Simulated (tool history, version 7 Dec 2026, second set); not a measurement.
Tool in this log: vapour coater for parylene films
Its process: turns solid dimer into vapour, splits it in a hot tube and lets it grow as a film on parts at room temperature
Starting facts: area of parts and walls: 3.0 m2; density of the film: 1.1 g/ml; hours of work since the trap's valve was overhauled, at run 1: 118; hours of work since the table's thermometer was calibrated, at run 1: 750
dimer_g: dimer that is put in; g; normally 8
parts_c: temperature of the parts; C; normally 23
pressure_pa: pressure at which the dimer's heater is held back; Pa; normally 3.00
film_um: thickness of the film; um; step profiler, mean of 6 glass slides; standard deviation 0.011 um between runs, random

| run | day | dimer_g | parts_c | pressure_pa | hours of work since the trap's valve was overhauled | hours of work since the table's thermometer was calibrated | film_um |
|---|---|---|---|---|---|---|---|
| 1 | 0.000 | 8 | 23 | 3.00 | 118 | 750 | 1.25 |
| 2 | 2.792 | 8 | 23 | 3.00 | 152 | 783 | 1.24 |
| 3 | 5.629 | 8 | 23 | 3.00 | 186 | 818 | 1.24 |
|  | 8.808 | trap's valve overhauled |
| 4 | 8.808 | 8 | 23 | 3.00 | 0 | 854 | 1.24 |
| 5 | 10.454 | 8 | 23 | 8.68 | 20 | 874 | 0.97 |
| 6 | 12.417 | 8 | 23 | 3.00 | 43 | 897 | 1.22 |
| 7 | 13.842 | 8 | 23 | 3.00 | 61 | 914 | 1.25 |
| 8 | 15.258 | 8 | 23 | 3.00 | 78 | 932 | 1.23 |
| 9 | 17.246 | 8 | 23 | 3.00 | 102 | 955 | 1.24 |
| 10 | 18.725 | 8 | 23 | 3.00 | 119 | 973 | 1.24 |
| 11 | 20.204 | 8 | 27 | 3.00 | 137 | 991 | 1.02 |
| 12 | 21.608 | 8 | 27 | 3.00 | 154 | 1008 | 1.01 |
| 13 | 24.196 | 4 | 23 | 3.00 | 185 | 1039 | 0.60 |
|  | 27.346 | trap's valve overhauled |
| 14 | 27.346 | 4 | 23 | 3.00 | 0 | 1075 | 0.62 |
| 15 | 29.925 | 8 | 25 | 3.00 | 31 | 1106 | 1.14 |
| 16 | 32.192 | 8 | 23 | 3.00 | 58 | 1133 | 1.23 |
| 17 | 34.296 | 8 | 19 | 3.00 | 84 | 1159 | 1.49 |
| 18 | 35.546 | 8 | 19 | 3.00 | 99 | 1174 | 1.47 |
| 19 | 37.808 | 8 | 19 | 3.00 | 126 | 1201 | 1.48 |
| 20 | 40.488 | 8 | 19 | 3.00 | 158 | 1233 | 1.47 |
| 21 | 43.138 | 8 | 19 | 3.00 | 190 | 1265 | 1.49 |
| 22 | 44.921 | 8 | 23 | 3.00 | 212 | 1287 | 1.23 |
|  | 45.888 | trap's valve overhauled |
| 23 | 47.917 | 8 | 23 | 5.85 | 24 | 1321 | 1.06 |
| 24 | 50.917 | 4 | 26 | 2.37 | 61 | 1357 | 0.58 |
| 25 | 53.229 | 4 | 26 | 2.37 | 88 | 1385 | 0.57 |
| 26 | 54.721 | 4 | 26 | 2.37 | 106 | 1403 | 0.58 |
| 27 | 56.125 | 5 | 19 | 3.48 | 123 | 1420 | 0.91 |
| 28 | 57.383 | 5 | 19 | 3.48 | 138 | 1435 | 0.88 |
| 29 | 60.050 | 7 | 21 | 4.49 | 171 | 1467 | 1.08 |
| 30 | 62.617 | 7 | 21 | 4.49 | 201 | 1498 | 1.07 |
|  | 64.508 | trap's valve overhauled |
| 31 | 65.421 | 4 | 26 | 9.58 | 11 | 1530 | 0.42 |
| 32 | 68.033 | 4 | 26 | 9.58 | 42 | 1561 | 0.39 |
| 33 | 69.992 | 4 | 26 | 9.58 | 66 | 1585 | 0.41 |
| 34 | 72.775 | 11 | 18 | 7.27 | 100 | 1618 | 1.75 |
| 35 | 75.338 | 11 | 27 | 4.53 | 130 | 1649 | 1.27 |
| 36 | 77.571 | 11 | 27 | 4.53 | 157 | 1676 | 1.27 |
| 37 | 78.796 | 8 | 18 | 3.00 | 172 | 1691 | 1.55 |
| 38 | 81.696 | 9 | 21 | 11.50 | 207 | 1726 | 1.10 |
|  | 83.058 | trap's valve overhauled |
| 39 | 83.350 | 13 | 23 | 3.41 | 4 | 1744 | 1.95 |
| 40 | 86.050 | 13 | 23 | 3.41 | 36 | 1776 | 1.94 |
| 41 | 87.725 | 6 | 23 | 3.00 | 56 | 1796 | 0.91 |
| 42 | 90.204 | 6 | 18 | 3.06 | 86 | 1826 | 1.16 |
| 43 | 92.058 | 4 | 28 | 3.06 | 108 | 1849 | 0.48 |
| 44 | 94.846 | 4 | 19 | 7.85 | 142 | 1882 | 0.60 |
| 45 | 96.738 | 4 | 19 | 7.85 | 165 | 1905 | 0.61 |
| 46 | 99.108 | 10 | 23 | 2.23 | 193 | 1933 | 1.62 |

Entry by entry between the runs, the difference in hidden state between the last listed run before and the first listed run after:
After run 3, before run 4: trap's valve overhauled (day 8.808)
  vapour lost through the trap's worn valve, %: 0.2 -> 0
After run 13, before run 14: trap's valve overhauled (day 27.346)
  vapour lost through the trap's worn valve, %: 0.2 -> 0
After run 22, before run 23: trap's valve overhauled (day 45.888)
  vapour lost through the trap's worn valve, %: 0.2 -> 0
After run 30, before run 31: trap's valve overhauled (day 64.508)
  vapour lost through the trap's worn valve, %: 0.1 -> 0
After run 38, before run 39: trap's valve overhauled (day 83.058)
  vapour lost through the trap's worn valve, %: 0.2 -> 0
